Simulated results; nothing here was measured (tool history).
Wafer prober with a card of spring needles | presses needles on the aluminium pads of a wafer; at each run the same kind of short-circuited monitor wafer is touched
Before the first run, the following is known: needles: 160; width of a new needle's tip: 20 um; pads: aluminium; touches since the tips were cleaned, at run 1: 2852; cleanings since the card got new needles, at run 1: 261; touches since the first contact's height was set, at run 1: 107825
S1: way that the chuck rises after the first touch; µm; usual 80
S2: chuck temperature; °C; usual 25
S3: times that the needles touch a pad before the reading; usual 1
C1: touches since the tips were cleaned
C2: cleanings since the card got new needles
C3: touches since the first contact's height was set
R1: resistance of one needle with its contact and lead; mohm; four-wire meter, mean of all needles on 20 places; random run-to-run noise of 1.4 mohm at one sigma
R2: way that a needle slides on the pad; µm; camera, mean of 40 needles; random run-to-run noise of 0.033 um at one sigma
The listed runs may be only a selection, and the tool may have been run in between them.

{"run": 1, "hour": 0.0, "S1": 80, "S2": 25, "S3": 1, "C1": 2852, "C2": 261, "C3": 107825, "R1": 119, "R2": 16.22}
{"hour": 5.2, "done": "tips cleaned on abrasive film"}
{"hour": 17.9, "done": "tips cleaned on abrasive film"}
{"hour": 28.2, "done": "tips cleaned on abrasive film"}
{"hour": 38.4, "done": "tips cleaned on abrasive film"}
{"hour": 48.6, "done": "tips cleaned on abrasive film"}
{"hour": 58.9, "done": "tips cleaned on abrasive film"}
{"hour": 69.1, "done": "tips cleaned on abrasive film"}
{"run": 2, "hour": 71.6, "S1": 80, "S2": 25, "S3": 1, "C1": 1264, "C2": 268, "C3": 143237, "R1": 121, "R2": 16.19}
{"hour": 79.3, "done": "tips cleaned on abrasive film"}
{"hour": 89.6, "done": "tips cleaned on abrasive film"}
{"hour": 102.3, "done": "tips cleaned on abrasive film"}
{"hour": 112.6, "done": "tips cleaned on abrasive film"}
{"hour": 122.8, "done": "tips cleaned on abrasive film"}
{"hour": 133.1, "done": "tips cleaned on abrasive film"}
{"hour": 143.3, "done": "tips cleaned on abrasive film"}
{"run": 3, "hour": 147.0, "S1": 80, "S2": 25, "S3": 1, "C1": 1845, "C2": 275, "C3": 180495, "R1": 119, "R2": 16.23}
{"hour": 154.7, "done": "tips cleaned on abrasive film"}
{"hour": 164.9, "done": "tips cleaned on abrasive film"}
{"hour": 175.2, "done": "tips cleaned on abrasive film"}
{"hour": 187.9, "done": "tips cleaned on abrasive film"}
{"run": 4, "hour": 194.4, "S1": 80, "S2": 25, "S3": 1, "C1": 3219, "C2": 279, "C3": 203949, "R1": 118, "R2": 16.28}
{"hour": 199.5, "done": "tips cleaned on abrasive film"}
{"hour": 209.8, "done": "tips cleaned on abrasive film"}
{"hour": 220.0, "done": "tips cleaned on abrasive film"}
{"hour": 232.8, "done": "tips cleaned on abrasive film"}
{"hour": 235.6, "done": "height of the first contact set anew"}
{"hour": 243.3, "done": "tips cleaned on abrasive film"}
{"hour": 253.5, "done": "tips cleaned on abrasive film"}
{"hour": 263.8, "done": "tips cleaned on abrasive film"}
{"hour": 274.0, "done": "tips cleaned on abrasive film"}
{"run": 5, "hour": 276.6, "S1": 80, "S2": 25, "S3": 1, "C1": 1281, "C2": 287, "C3": 20252, "R1": 119, "R2": 16.22}
{"hour": 286.7, "done": "tips cleaned on abrasive film"}
{"hour": 299.5, "done": "tips cleaned on abrasive film"}
{"hour": 309.7, "done": "tips cleaned on abrasive film"}
{"hour": 320.0, "done": "tips cleaned on abrasive film"}
{"run": 6, "hour": 320.3, "S1": 80, "S2": 25, "S3": 1, "C1": 163, "C2": 291, "C3": 41875, "R1": 117, "R2": 16.22}
{"hour": 330.5, "done": "tips cleaned on abrasive film"}
{"hour": 340.8, "done": "tips cleaned on abrasive film"}
{"hour": 353.5, "done": "tips cleaned on abrasive film"}
{"hour": 366.3, "done": "tips cleaned on abrasive film"}
{"hour": 376.6, "done": "tips cleaned on abrasive film"}
{"run": 7, "hour": 380.9, "S1": 80, "S2": 25, "S3": 1, "C1": 2147, "C2": 296, "C3": 71849, "R1": 118, "R2": 16.21}
{"hour": 388.6, "done": "tips cleaned on abrasive film"}
{"hour": 400.6, "done": "card fitted with new needles"}
{"hour": 410.8, "done": "tips cleaned on abrasive film"}
{"hour": 421.0, "done": "tips cleaned on abrasive film"}
{"hour": 433.8, "done": "tips cleaned on abrasive film"}
{"hour": 444.0, "done": "tips cleaned on abrasive film"}
{"hour": 454.3, "done": "tips cleaned on abrasive film"}
{"run": 8, "hour": 464.3, "S1": 80, "S2": 25, "S3": 1, "C1": 5001, "C2": 5, "C3": 31560, "R1": 120, "R2": 16.29}
{"hour": 466.9, "done": "tips cleaned on abrasive film"}
{"hour": 477.2, "done": "tips cleaned on abrasive film"}
{"hour": 489.9, "done": "tips cleaned on abrasive film"}
{"hour": 502.7, "done": "tips cleaned on abrasive film"}
{"hour": 512.9, "done": "tips cleaned on abrasive film"}
{"hour": 523.2, "done": "tips cleaned on abrasive film"}
{"hour": 535.9, "done": "tips cleaned on abrasive film"}
{"hour": 547.6, "done": "tips cleaned on abrasive film"}
{"run": 9, "hour": 547.6, "S1": 80, "S2": 34, "S3": 1, "C1": 0, "C2": 13, "C3": 72733, "R1": 120, "R2": 16.29}
{"hour": 560.3, "done": "tips cleaned on abrasive film"}
{"hour": 570.6, "done": "tips cleaned on abrasive film"}
{"hour": 580.8, "done": "tips cleaned on abrasive film"}
{"hour": 593.6, "done": "tips cleaned on abrasive film"}
{"hour": 606.3, "done": "tips cleaned on abrasive film"}
{"hour": 619.1, "done": "tips cleaned on abrasive film"}
{"hour": 631.9, "done": "tips cleaned on abrasive film"}
{"run": 10, "hour": 639.2, "S1": 80, "S2": 34, "S3": 1, "C1": 3654, "C2": 20, "C3": 118123, "R1": 121, "R2": 16.3}
{"hour": 644.4, "done": "tips cleaned on abrasive film"}
{"hour": 657.1, "done": "tips cleaned on abrasive film"}
{"hour": 667.4, "done": "tips cleaned on abrasive film"}
{"hour": 680.1, "done": "tips cleaned on abrasive film"}
{"hour": 692.9, "done": "tips cleaned on abrasive film"}
{"hour": 703.1, "done": "tips cleaned on abrasive film"}
{"hour": 713.4, "done": "tips cleaned on abrasive film"}
{"hour": 726.2, "done": "tips cleaned on abrasive film"}
{"run": 11, "hour": 735.0, "S1": 80, "S2": 34, "S3": 1, "C1": 4411, "C2": 28, "C3": 165535, "R1": 121, "R2": 16.26}
{"hour": 737.6, "done": "tips cleaned on abrasive film"}
{"hour": 747.9, "done": "tips cleaned on abrasive film"}
{"hour": 758.1, "done": "tips cleaned on abrasive film"}
{"hour": 768.3, "done": "tips cleaned on abrasive film"}
{"hour": 778.6, "done": "tips cleaned on abrasive film"}
{"hour": 791.3, "done": "tips cleaned on abrasive film"}
{"run": 12, "hour": 797.3, "S1": 61, "S2": 43, "S3": 1, "C1": 2963, "C2": 34, "C3": 196322, "R1": 127, "R2": 12.4}
{"hour": 802.4, "done": "tips cleaned on abrasive film"}
{"hour": 812.7, "done": "tips cleaned on abrasive film"}
{"hour": 822.9, "done": "tips cleaned on abrasive film"}
{"hour": 835.7, "done": "tips cleaned on abrasive film"}
{"hour": 848.4, "done": "tips cleaned on abrasive film"}
{"hour": 853.8, "done": "height of the first contact set anew"}
{"hour": 861.5, "done": "tips cleaned on abrasive film"}
{"hour": 874.3, "done": "tips cleaned on abrasive film"}
{"run": 13, "hour": 874.8, "S1": 80, "S2": 54, "S3": 2, "C1": 257, "C2": 41, "C3": 10375, "R1": 123, "R2": 16.32}
{"hour": 885.0, "done": "tips cleaned on abrasive film"}
{"hour": 895.3, "done": "tips cleaned on abrasive film"}
{"hour": 905.5, "done": "tips cleaned on abrasive film"}
{"hour": 918.3, "done": "tips cleaned on abrasive film"}
{"hour": 928.5, "done": "tips cleaned on abrasive film"}
{"hour": 938.7, "done": "tips cleaned on abrasive film"}
{"run": 14, "hour": 939.3, "S1": 72, "S2": 25, "S3": 2, "C1": 300, "C2": 47, "C3": 42292, "R1": 122, "R2": 14.62}
{"hour": 949.6, "done": "tips cleaned on abrasive film"}
{"hour": 959.8, "done": "tips cleaned on abrasive film"}
{"hour": 972.6, "done": "tips cleaned on abrasive film"}
{"hour": 985.3, "done": "tips cleaned on abrasive film"}
{"run": 15, "hour": 991.3, "S1": 60, "S2": 25, "S3": 1, "C1": 2981, "C2": 51, "C3": 68040, "R1": 125, "R2": 12.29}
{"hour": 996.5, "done": "tips cleaned on abrasive film"}
{"hour": 1006.7, "done": "tips cleaned on abrasive film"}
{"hour": 1017.0, "done": "tips cleaned on abrasive film"}
{"hour": 1027.2, "done": "tips cleaned on abrasive film"}
{"hour": 1037.4, "done": "tips cleaned on abrasive film"}
{"run": 16, "hour": 1037.9, "S1": 80, "S2": 53, "S3": 1, "C1": 243, "C2": 56, "C3": 91047, "R1": 121, "R2": 16.29}
{"hour": 1048.1, "done": "tips cleaned on abrasive film"}
{"hour": 1058.4, "done": "tips cleaned on abrasive film"}
{"hour": 1071.2, "done": "tips cleaned on abrasive film"}
{"hour": 1081.4, "done": "tips cleaned on abrasive film"}
{"hour": 1091.6, "done": "tips cleaned on abrasive film"}
{"hour": 1101.9, "done": "tips cleaned on abrasive film"}
{"run": 17, "hour": 1102.8, "S1": 73, "S2": 69, "S3": 1, "C1": 456, "C2": 62, "C3": 123122, "R1": 128, "R2": 14.88}
{"hour": 1113.0, "done": "tips cleaned on abrasive film"}
{"hour": 1125.8, "done": "tips cleaned on abrasive film"}
{"hour": 1136.0, "done": "tips cleaned on abrasive film"}
{"hour": 1146.2, "done": "tips cleaned on abrasive film"}
{"run": 18, "hour": 1149.9, "S1": 94, "S2": 82, "S3": 1, "C1": 1824, "C2": 66, "C3": 146447, "R1": 123, "R2": 19.18}
{"hour": 1157.6, "done": "tips cleaned on abrasive film"}
{"hour": 1167.8, "done": "tips cleaned on abrasive film"}
{"hour": 1178.1, "done": "tips cleaned on abrasive film"}
{"hour": 1188.3, "done": "tips cleaned on abrasive film"}
{"run": 19, "hour": 1194.9, "S1": 67, "S2": 82, "S3": 1, "C1": 3304, "C2": 70, "C3": 168721, "R1": 134, "R2": 13.68}
{"hour": 1200.1, "done": "tips cleaned on abrasive film"}
{"hour": 1210.3, "done": "tips cleaned on abrasive film"}
{"hour": 1220.6, "done": "tips cleaned on abrasive film"}
{"hour": 1233.3, "done": "tips cleaned on abrasive film"}
{"hour": 1243.6, "done": "tips cleaned on abrasive film"}
{"hour": 1253.8, "done": "tips cleaned on abrasive film"}
{"run": 20, "hour": 1257.3, "S1": 67, "S2": 64, "S3": 1, "C1": 1743, "C2": 76, "C3": 199553, "R1": 130, "R2": 13.67}
{"hour": 1265.0, "done": "tips cleaned on abrasive film"}
{"hour": 1275.2, "done": "tips cleaned on abrasive film"}
{"hour": 1285.5, "done": "tips cleaned on abrasive film"}
{"hour": 1295.7, "done": "tips cleaned on abrasive film"}
{"hour": 1306.1, "done": "height of the first contact set anew"}
{"hour": 1308.8, "done": "tips cleaned on abrasive film"}
{"run": 21, "hour": 1310.0, "S1": 67, "S2": 64, "S3": 1, "C1": 595, "C2": 81, "C3": 1861, "R1": 130, "R2": 13.63}

Selected run-to-run steps in R2, each split into two signed amounts: the part the tool would show with no hidden state at all (from settings, incoming material and random variation), and the remainder, which goes to the hidden state together with any gauge scatter not common to the measured and the hidden-state-free results:
Hidden state present: debris on the tips, nm; way that the needles fall short of the set height, um; tips' diameter, um; drift of the gauge itself on contact_mohm, %; drift of the gauge itself on scrub_um, %.
Run 15 -> 16: S1 60 -> 80, S2 25 -> 53, tips cleaned on abrasive film, tips cleaned on abrasive film, tips cleaned on abrasive film, tips cleaned on abrasive film, tips cleaned on abrasive film. R2 +4.00 µm: hidden state +0.03, all else +3.97.
Run 17 -> 18: S1 73 -> 94, S2 69 -> 82, tips cleaned on abrasive film, tips cleaned on abrasive film, tips cleaned on abrasive film, tips cleaned on abrasive film. R2 +4.30 µm: hidden state +0.03, all else +4.27.
Run 18 -> 19: S1 94 -> 67, tips cleaned on abrasive film, tips cleaned on abrasive film, tips cleaned on abrasive film, tips cleaned on abrasive film. R2 -5.50 µm: hidden state -0.03, all else -5.47.
